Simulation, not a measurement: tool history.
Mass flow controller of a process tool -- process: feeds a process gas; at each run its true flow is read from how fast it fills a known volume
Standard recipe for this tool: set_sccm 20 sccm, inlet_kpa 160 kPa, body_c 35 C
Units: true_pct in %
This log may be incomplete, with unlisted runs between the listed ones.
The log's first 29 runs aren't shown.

run,hour,set_sccm,inlet_kpa,body_c,hours of work since the controller was set to zero,hours of work since the controller was changed,true_pct
30,3138.7,36,219,38,593,5235,98.53
31,3230.9,13,255,20,659,5301,98.30
32,3377.4,29,262,20,763,5405,98.93
33,3517.9,29,262,20,863,5506,98.92
34,3588.3,29,262,20,914,5556,98.91
35,3655.0,6,208,22,961,5603,98.23
36,3727.2,23,216,34,1013,5655,98.20
37,3821.0,23,216,34,1079,5722,98.25
38,3884.8,23,201,34,1125,5767,98.32
39,3962.7,23,260,25,1180,5823,98.42
40,4102.1,23,260,25,1280,5922,98.38
41,4191.4,7,260,35,1343,5986,97.12
42,4326.1,18,180,29,1439,6082,98.64
43,4469.2,44,154,31,1541,6184,99.77
44,4565.7,44,154,31,1610,6252,99.67
45,4643.5,32,210,33,1666,6308,98.77
46,4723.6,46,210,33,1723,6365,99.30
47,4855.5,34,152,37,1817,6459,99.12
48,4992.5,34,152,37,1914,6557,99.05

Forecast each of these 3 alternatives for the next run:
A,5144.3,15,152,28,2022,6665,?
B,5144.3,25,160,39,2022,6665,?
C,5144.3,8,269,35,2022,6665,?

run,true_pct
A,98.69
B,98.43
C,97.08
Without the tool's unlogged condition, the same runs would have read:
run,true_pct
A,98.69
B,98.44
C,97.08
